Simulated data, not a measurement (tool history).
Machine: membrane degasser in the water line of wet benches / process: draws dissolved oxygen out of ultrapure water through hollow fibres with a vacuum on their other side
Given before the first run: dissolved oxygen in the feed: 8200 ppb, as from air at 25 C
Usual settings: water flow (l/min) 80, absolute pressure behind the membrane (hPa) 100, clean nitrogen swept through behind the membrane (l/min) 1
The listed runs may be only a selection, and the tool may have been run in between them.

| run | hour | water flow (l/min) | absolute pressure behind the membrane (hPa) | clean nitrogen swept through behind the membrane (l/min) | dissolved oxygen in the water behind the degasser (ppb) | pressure that the water loses in the fibres (hPa) |
|---|---|---|---|---|---|---|
| 1 | 0 | 80 | 100 | 1 | 992 | 294.1 |
| 2 | 311.6 | 80 | 100 | 1 | 990.8 | 295 |
| 3 | 485.5 | 80 | 100 | 1 | 995 | 292.6 |
| 4 | 647.8 | 80 | 100 | 1 | 992.3 | 294.9 |
|  | 888.7 | vacuum gauge calibrated |
| 5 | 975 | 80 | 100 | 1 | 995.7 | 294.4 |
| 6 | 1163 | 80 | 100 | 1 | 995.3 | 291.9 |
| 7 | 1368.8 | 48 | 100 | 1 | 629.8 | 178.1 |
| 8 | 1599.1 | 48 | 100 | 1 | 625.9 | 178.4 |
| 9 | 1784 | 48 | 100 | 1 | 629.8 | 174 |
| 10 | 2029.8 | 48 | 100 | 1 | 629 | 174.6 |
| 11 | 2248.4 | 80 | 77 | 1 | 738.9 | 293.9 |
|  | 2266.7 | vacuum gauge calibrated, once more |
|  | 2389.8 | seals of the vacuum lines changed |
| 12 | 2534.4 | 72 | 100 | 1 | 887.3 | 265.9 |
| 13 | 2865.7 | 72 | 100 | 1 | 878.6 | 264.8 |
| 14 | 3011.6 | 125 | 100 | 1 | 1560.1 | 461.6 |
| 15 | 3285.9 | 80 | 100 | 1 | 977.4 | 297.2 |
| 16 | 3470 | 80 | 201 | 1 | 1981.9 | 296.8 |
| 17 | 3641.9 | 80 | 201 | 1 | 1996.3 | 297.4 |

Estimate the outcome of run 18 from the log above:
| 18 | 3921.7 | 56 | 242 | 0.64 | ? | ? |

dissolved oxygen in the water behind the degasser (ppb): 2380.8
pressure that the water loses in the fibres (hPa): 207.2
Had the tool carried no hidden state, the very same run would have given dissolved oxygen in the water behind the degasser (ppb) 2371.5, pressure that the water loses in the fibres (hPa) 198.8.
